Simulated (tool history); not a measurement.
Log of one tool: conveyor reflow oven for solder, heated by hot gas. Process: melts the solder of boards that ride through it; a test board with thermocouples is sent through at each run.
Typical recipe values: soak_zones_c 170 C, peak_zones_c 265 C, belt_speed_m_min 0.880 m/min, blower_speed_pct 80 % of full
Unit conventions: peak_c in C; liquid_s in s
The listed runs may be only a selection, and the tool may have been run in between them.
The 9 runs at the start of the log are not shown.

run   hour  soak_zones_c  peak_zones_c  belt_speed_m_min  blower_speed_pct  hours of work since the flux was cleaned out  hours of work since the belt drive was overhauled  hours of work since the thermocouples were changed  peak_c  liquid_s
 10   78.2           170           265             0.880                80                                           205                                                138                                                 197   248.3      37.4
 11   88.3           170           265             0.880                80                                           210                                                143                                                 201   248.2      37.0
 12   94.9           170           265             0.880                80                                           213                                                146                                                 205   248.0      37.0
 13  107.9           170           265             0.880                80                                           220                                                153                                                 211   247.9      36.8
 14  116.7           170           265             0.880                80                                           224                                                157                                                 215   247.8      36.9
 15  126.7           170           265             0.880                80                                           229                                                162                                                 220   247.2      37.2
 16  138.6           170           269             0.880                80                                           234                                                167                                                 226   250.9      38.8
 17  147.9           170           256             0.880                64                                           239                                                172                                                 230   236.9      28.1
 18  157.1           170           278             1.022                64                                           243                                                176                                                 234   247.7      30.7
 19  163.9           165           265             0.781                81                                           246                                                179                                                 238   250.8      43.1
 20  176.9           170           265             0.895                61                                           253                                                186                                                 244   242.8      31.9
 21  190.7           170           271             0.880                62                                           259                                                192                                                 250   248.4      36.4
 22  201.1           170           271             0.880                62                                           264                                                197                                                 255   248.4      36.2
     212.0  -- flux residue cleaned out of gas plates and filters
 23  212.5           170           271             0.880                62                                             0                                                200                                                 258   250.8      38.6
 24  226.3           170           271             0.880                62                                             7                                                207                                                 265   250.7      38.1
 25  233.9           170           271             0.728                80                                            10                                                210                                                 269   260.5      53.8
 26  240.0           162           261             0.785                77                                            13                                                213                                                 272   248.4      40.6
 27  249.5           161           275             1.047                58                                            18                                                218                                                 276   242.7      24.6
 28  261.1           170           265             0.709                80                                            23                                                223                                                 282   255.2      53.0
 29  267.6           182           274             0.880                66                                            27                                                226                                                 285   257.0      45.0
 30  278.8           175           260             0.970                65                                            32                                                232                                                 290   239.6      28.5

Each row is a separate what-if for the run after 30, all from the same tool condition, not one after another. Results?
  A  290.6           171           260             0.887                70                                            38                                                237                                                 296       ?         ?
  B  290.6           170           265             0.878                83                                            38                                                237                                                 296       ?         ?
  C  290.6           175           270             0.970                73                                            38                                                237                                                 296       ?         ?
  D  290.6           170           265             1.043                80                                            38                                                237                                                 296       ?         ?

run  peak_c  liquid_s
  A   243.2      33.6
  B   250.0      38.7
  C   250.0      35.3
  D   243.5      28.2
Take away the tool's hidden state, keep each run's random variation, and the runs would have read:
run  peak_c  liquid_s
  A   242.8      33.4
  B   249.7      38.5
  C   249.7      35.1
  D   243.3      28.2

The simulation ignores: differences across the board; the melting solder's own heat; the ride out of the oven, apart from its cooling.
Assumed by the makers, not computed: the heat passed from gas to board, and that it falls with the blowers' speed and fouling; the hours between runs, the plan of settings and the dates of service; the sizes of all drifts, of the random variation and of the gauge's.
